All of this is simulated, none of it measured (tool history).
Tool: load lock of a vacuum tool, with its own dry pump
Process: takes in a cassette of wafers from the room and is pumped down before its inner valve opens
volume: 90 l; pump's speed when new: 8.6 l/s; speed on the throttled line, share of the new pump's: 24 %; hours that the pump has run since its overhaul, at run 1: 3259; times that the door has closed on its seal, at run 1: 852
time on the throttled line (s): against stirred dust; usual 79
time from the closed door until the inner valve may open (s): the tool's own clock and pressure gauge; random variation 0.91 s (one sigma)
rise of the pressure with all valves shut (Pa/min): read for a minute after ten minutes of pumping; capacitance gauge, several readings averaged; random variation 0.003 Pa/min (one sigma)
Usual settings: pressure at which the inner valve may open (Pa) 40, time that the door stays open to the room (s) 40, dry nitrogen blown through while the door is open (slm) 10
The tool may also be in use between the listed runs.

run    hour  time on the throttled line (s)  pressure at which the inner valve may open (Pa)  time that the door stays open to the room (s)  dry nitrogen blown through while the door is open (slm)  hours that the pump has run since its overhaul  times that the door has closed on its seal  incoming humidity of the room's air, %  time from the closed door until the inner valve may open (s)  rise of the pressure with all valves shut (Pa/min)
  1     0.0                              79                                               40                                             40                                                       10                                            3259                                         852                                    44.3                                                         144.9                                               0.021
  2   150.8                              79                                               40                                             40                                                       10                                            3409                                        1126                                    49.1                                                         144.3                                               0.027
  3   224.0                              45                                               40                                             40                                                       10                                            3483                                        1260                                    44.1                                                         117.3                                               0.024
  4   333.0                              45                                               40                                             40                                                       10                                            3592                                        1459                                    44.9                                                         118.1                                               0.021
  5   400.2                              79                                               40                                             61                                                       10                                            3659                                        1581                                    45.7                                                         145.7                                               0.030
  6   535.6                              79                                               40                                             61                                                       10                                            3794                                        1828                                    48.1                                                         145.4                                               0.031
  7   600.3                              79                                               53                                             40                                                       10                                            3859                                        1946                                    48.8                                                         141.6                                               0.026
  8   712.8                              79                                               53                                             40                                                       10                                            3971                                        2151                                    40.6                                                         142.0                                               0.024
  9   824.2                              79                                               53                                             40                                                       10                                            4083                                        2354                                    44.9                                                         141.9                                               0.023
 10   904.8                              79                                               53                                             40                                                       10                                            4163                                        2501                                    44.7                                                         142.4                                               0.027
 11  1002.3                              79                                               53                                             40                                                       10                                            4261                                        2678                                    45.5                                                         142.0                                               0.029
 12  1124.6                              79                                               53                                             40                                                       10                                            4383                                        2901                                    44.8                                                         141.3                                               0.033
 13  1265.5                              79                                               48                                             40                                                       10                                            4524                                        3158                                    44.5                                                         142.9                                               0.032
 14  1363.0                              79                                               40                                             40                                                        7                                            4622                                        3336                                    42.4                                                         146.6                                               0.034
 15  1467.8                              79                                               40                                             40                                                        7                                            4726                                        3527                                    43.9                                                         145.7                                               0.031
 16  1548.7                              79                                               40                                             40                                                        7                                            4807                                        3674                                    45.3                                                         145.9                                               0.032
 17  1667.4                              79                                               40                                             40                                                        7                                            4926                                        3890                                    47.0                                                         147.0                                               0.034
 18  1819.8                              79                                               40                                             40                                                       10                                            5078                                        4168                                    45.9                                                         145.2                                               0.035
 19  1943.2                              79                                               40                                             98                                                        5                                            5202                                        4393                                    43.5                                                         147.1                                               0.044
 20  2074.6                              79                                               40                                             98                                                        5                                            5333                                        4633                                    44.3                                                         146.6                                               0.045
 21  2140.2                              79                                               40                                             98                                                        5                                            5399                                        4752                                    47.7                                                         146.5                                               0.046
 22  2214.5                              79                                               67                                             40                                                       12                                            5473                                        4888                                    45.0                                                         141.6                                               0.030
 23  2315.1                              79                                               64                                             28                                                       10                                            5574                                        5071                                    43.9                                                         140.8                                               0.025

The next listed run, before its measurement:
 24  2419.0                              45                                               40                                             40                                                       21                                            5678                                        5260                                    43.0                                                             ?                                                   ?

Run 24 gave time from the closed door until the inner valve may open (s) 120.6, rise of the pressure with all valves shut (Pa/min) 0.034.
Without the tool's hidden state the same run would have given time from the closed door until the inner valve may open (s) 116.4, rise of the pressure with all valves shut (Pa/min) 0.019.
